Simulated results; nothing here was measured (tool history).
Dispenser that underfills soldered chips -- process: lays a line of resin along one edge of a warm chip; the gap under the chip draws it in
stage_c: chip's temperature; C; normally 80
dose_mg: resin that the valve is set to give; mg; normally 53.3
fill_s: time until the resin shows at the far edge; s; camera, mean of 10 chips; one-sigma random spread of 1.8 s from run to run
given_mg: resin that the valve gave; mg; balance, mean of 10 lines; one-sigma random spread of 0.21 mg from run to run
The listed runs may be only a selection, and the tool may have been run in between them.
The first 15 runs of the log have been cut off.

-- hour=55.0 new syringe of resin
run 16 hour=55.9 | stage_c=67 dose_mg=53.3 | fill_s=283.6 given_mg=51.51
-- hour=58.9 dispensing valve cleaned and set on the balance
run 17 hour=59.9 | stage_c=67 dose_mg=53.3 | fill_s=308.4 given_mg=53.02
run 18 hour=64.7 | stage_c=67 dose_mg=53.3 | fill_s=353.9 given_mg=52.84
run 19 hour=68.6 | stage_c=80 dose_mg=53.3 | fill_s=253.2 given_mg=53.06
run 20 hour=70.9 | stage_c=80 dose_mg=49.2 | fill_s=280.0 given_mg=48.90
run 21 hour=74.1 | stage_c=80 dose_mg=49.2 | fill_s=301.2 given_mg=48.66
-- hour=75.6 new syringe of resin
run 22 hour=79.3 | stage_c=80 dose_mg=49.2 | fill_s=191.9 given_mg=49.34
run 23 hour=82.3 | stage_c=80 dose_mg=49.2 | fill_s=209.4 given_mg=48.97
run 24 hour=86.1 | stage_c=74 dose_mg=54.0 | fill_s=283.5 given_mg=53.16
run 25 hour=89.7 | stage_c=89 dose_mg=57.9 | fill_s=191.5 given_mg=56.63
run 26 hour=93.7 | stage_c=89 dose_mg=57.9 | fill_s=218.7 given_mg=57.08
-- hour=95.4 new syringe of resin
run 27 hour=97.0 | stage_c=89 dose_mg=57.9 | fill_s=135.9 given_mg=56.91
run 28 hour=99.8 | stage_c=88 dose_mg=63.9 | fill_s=147.6 given_mg=62.27
run 29 hour=103.2 | stage_c=70 dose_mg=47.7 | fill_s=315.9 given_mg=46.50
run 30 hour=106.6 | stage_c=81 dose_mg=51.3 | fill_s=233.7 given_mg=49.88
run 31 hour=109.5 | stage_c=81 dose_mg=51.3 | fill_s=254.0 given_mg=50.30
run 32 hour=112.9 | stage_c=93 dose_mg=51.5 | fill_s=193.1 given_mg=50.09
-- hour=115.2 new syringe of resin
run 33 hour=118.1 | stage_c=93 dose_mg=64.7 | fill_s=122.3 given_mg=63.19
run 34 hour=121.5 | stage_c=67 dose_mg=57.8 | fill_s=327.5 given_mg=55.95
run 35 hour=124.6 | stage_c=67 dose_mg=57.8 | fill_s=355.2 given_mg=56.12
run 36 hour=129.4 | stage_c=80 dose_mg=51.8 | fill_s=262.6 given_mg=49.98
-- hour=131.6 dispensing valve cleaned and set on the balance
run 37 hour=133.6 | stage_c=66 dose_mg=58.9 | fill_s=469.7 given_mg=58.66

Each row is a separate what-if for the run after 37, all from the same tool condition, not one after another. Results?
-- hour=135.9 new syringe of resin
run A hour=136.2 | stage_c=66 dose_mg=52.6 | fill_s=? given_mg=?
-- hour=135.9 new syringe of resin
run B hour=136.2 | stage_c=85 dose_mg=55.4 | fill_s=? given_mg=?
-- hour=135.9 new syringe of resin
run C hour=136.2 | stage_c=74 dose_mg=45.7 | fill_s=? given_mg=?

run=A fill_s=275.7 given_mg=52.17
run=B fill_s=142.6 given_mg=55.03
run=C fill_s=214.4 given_mg=45.83
With no hidden state in the tool, these same runs would have given:
run=A fill_s=287.3 given_mg=52.25
run=B fill_s=148.1 given_mg=55.12
run=C fill_s=223.0 given_mg=45.90
